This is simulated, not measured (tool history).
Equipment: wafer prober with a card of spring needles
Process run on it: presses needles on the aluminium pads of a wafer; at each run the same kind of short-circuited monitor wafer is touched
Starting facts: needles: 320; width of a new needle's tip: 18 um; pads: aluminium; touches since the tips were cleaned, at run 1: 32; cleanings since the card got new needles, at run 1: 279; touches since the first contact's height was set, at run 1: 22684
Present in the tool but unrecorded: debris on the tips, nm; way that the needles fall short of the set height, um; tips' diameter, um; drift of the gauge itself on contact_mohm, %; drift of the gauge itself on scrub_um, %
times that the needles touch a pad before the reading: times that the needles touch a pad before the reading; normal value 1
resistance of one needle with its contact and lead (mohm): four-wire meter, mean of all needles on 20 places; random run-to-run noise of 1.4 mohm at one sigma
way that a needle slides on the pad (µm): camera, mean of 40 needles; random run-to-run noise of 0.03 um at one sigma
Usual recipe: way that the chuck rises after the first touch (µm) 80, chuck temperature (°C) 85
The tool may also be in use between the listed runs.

run	hour	way that the chuck rises after the first touch (µm)	chuck temperature (°C)	times that the needles touch a pad before the reading	touches since the tips were cleaned	cleanings since the card got new needles	touches since the first contact's height was set	resistance of one needle with its contact and lead (mohm)	way that a needle slides on the pad (µm)
1	0.0	80	85	1	32	279	22684	113	10.61
# hour 5.5: tips cleaned on abrasive film
# hour 11.0: tips cleaned on abrasive film
# hour 17.8: tips cleaned on abrasive film
# hour 23.3: tips cleaned on abrasive film
# hour 28.8: tips cleaned on abrasive film
# hour 35.7: tips cleaned on abrasive film
# hour 42.5: tips cleaned on abrasive film
# hour 48.0: tips cleaned on abrasive film
2	51.9	80	85	1	1762	287	45883	112	10.54
# hour 54.7: tips cleaned on abrasive film
# hour 60.1: tips cleaned on abrasive film
# hour 67.0: tips cleaned on abrasive film
# hour 73.8: tips cleaned on abrasive film
# hour 80.0: tips cleaned on abrasive film
3	80.0	80	58	1	0	292	58437	110	10.60
# hour 86.8: tips cleaned on abrasive film
# hour 93.7: tips cleaned on abrasive film
# hour 99.4: height of the first contact set anew
# hour 100.8: tips cleaned on abrasive film
# hour 106.3: tips cleaned on abrasive film
# hour 113.1: tips cleaned on abrasive film
# hour 118.6: tips cleaned on abrasive film
# hour 125.5: tips cleaned on abrasive film
# hour 130.9: tips cleaned on abrasive film
# hour 137.2: tips cleaned on abrasive film
4	137.2	80	58	1	0	301	16857	109	10.54
# hour 142.6: tips cleaned on abrasive film
# hour 149.5: tips cleaned on abrasive film
# hour 156.3: tips cleaned on abrasive film
# hour 161.8: tips cleaned on abrasive film
# hour 168.6: tips cleaned on abrasive film
# hour 175.5: tips cleaned on abrasive film
# hour 181.0: tips cleaned on abrasive film
5	183.0	80	85	1	938	308	37385	111	10.54
# hour 187.2: tips cleaned on abrasive film
# hour 192.7: tips cleaned on abrasive film
# hour 199.5: tips cleaned on abrasive film
# hour 205.0: tips cleaned on abrasive film
# hour 210.5: tips cleaned on abrasive film
6	214.8	70	85	1	1955	313	51583	116	9.19
# hour 216.2: tips cleaned on abrasive film
# hour 221.7: tips cleaned on abrasive film
# hour 228.6: tips cleaned on abrasive film
# hour 235.4: tips cleaned on abrasive film
# hour 242.2: tips cleaned on abrasive film
# hour 249.1: tips cleaned on abrasive film
# hour 249.4: height of the first contact set anew
# hour 254.9: tips cleaned on abrasive film
# hour 261.3: tips cleaned on abrasive film
7	261.3	80	85	1	0	321	5334	116	10.55
# hour 266.8: tips cleaned on abrasive film
# hour 273.6: tips cleaned on abrasive film
# hour 279.1: tips cleaned on abrasive film
# hour 284.6: tips cleaned on abrasive film
# hour 290.1: tips cleaned on abrasive film
# hour 296.9: tips cleaned on abrasive film
# hour 302.4: tips cleaned on abrasive film
# hour 307.9: tips cleaned on abrasive film
8	310.9	80	85	1	1335	329	27484	113	10.54
# hour 313.7: tips cleaned on abrasive film
# hour 319.1: tips cleaned on abrasive film
# hour 324.6: tips cleaned on abrasive film
# hour 331.5: tips cleaned on abrasive film
# hour 338.3: tips cleaned on abrasive film
# hour 345.2: tips cleaned on abrasive film
# hour 350.6: tips cleaned on abrasive film
# hour 357.5: tips cleaned on abrasive film
# hour 363.0: tips cleaned on abrasive film
9	363.5	80	85	1	260	338	51009	113	10.53
# hour 369.0: tips cleaned on abrasive film
# hour 375.9: tips cleaned on abrasive film
# hour 381.4: tips cleaned on abrasive film
# hour 388.2: tips cleaned on abrasive film
# hour 395.0: tips cleaned on abrasive film
# hour 399.4: height of the first contact set anew
# hour 400.8: tips cleaned on abrasive film
# hour 406.6: tips cleaned on abrasive film
10	406.6	80	36	1	0	345	3179	107	10.52
# hour 412.1: tips cleaned on abrasive film
# hour 418.9: tips cleaned on abrasive film
# hour 424.4: tips cleaned on abrasive film
# hour 429.9: tips cleaned on abrasive film
# hour 435.4: tips cleaned on abrasive film
11	435.4	80	36	1	31	350	16066	106	10.51
# hour 440.9: tips cleaned on abrasive film
# hour 446.4: tips cleaned on abrasive film
# hour 453.3: tips cleaned on abrasive film
# hour 458.8: tips cleaned on abrasive film
# hour 464.2: tips cleaned on abrasive film
12	467.9	80	36	1	1663	355	30588	107	10.52
# hour 470.7: tips cleaned on abrasive film
# hour 477.5: tips cleaned on abrasive film
# hour 483.0: tips cleaned on abrasive film
# hour 489.9: tips cleaned on abrasive film
# hour 496.7: tips cleaned on abrasive film
# hour 502.2: tips cleaned on abrasive film
13	503.6	80	36	1	647	361	46540	107	10.53
# hour 507.8: tips cleaned on abrasive film
# hour 514.6: tips cleaned on abrasive film
# hour 521.4: tips cleaned on abrasive film
# hour 526.9: tips cleaned on abrasive film
14	530.7	97	36	1	1713	365	58662	108	12.78

Predict the results of run 15:
# hour 533.5: tips cleaned on abrasive film
# hour 539.0: tips cleaned on abrasive film
# hour 544.5: tips cleaned on abrasive film
# hour 548.8: height of the first contact set anew
# hour 550.3: tips cleaned on abrasive film
# hour 557.1: tips cleaned on abrasive film
# hour 562.6: tips cleaned on abrasive film
# hour 568.1: tips cleaned on abrasive film
# hour 573.6: tips cleaned on abrasive film
15	575.7	64	43	3	946	373	11966	?	?

{"run 15": {"resistance of one needle with its contact and lead (mohm)": 108, "way that a needle slides on the pad (µm)": 8.39}}
On a tool with no hidden condition, and with the same random variation, this run would have come out at resistance of one needle with its contact and lead (mohm) 108, way that a needle slides on the pad (µm) 8.47.

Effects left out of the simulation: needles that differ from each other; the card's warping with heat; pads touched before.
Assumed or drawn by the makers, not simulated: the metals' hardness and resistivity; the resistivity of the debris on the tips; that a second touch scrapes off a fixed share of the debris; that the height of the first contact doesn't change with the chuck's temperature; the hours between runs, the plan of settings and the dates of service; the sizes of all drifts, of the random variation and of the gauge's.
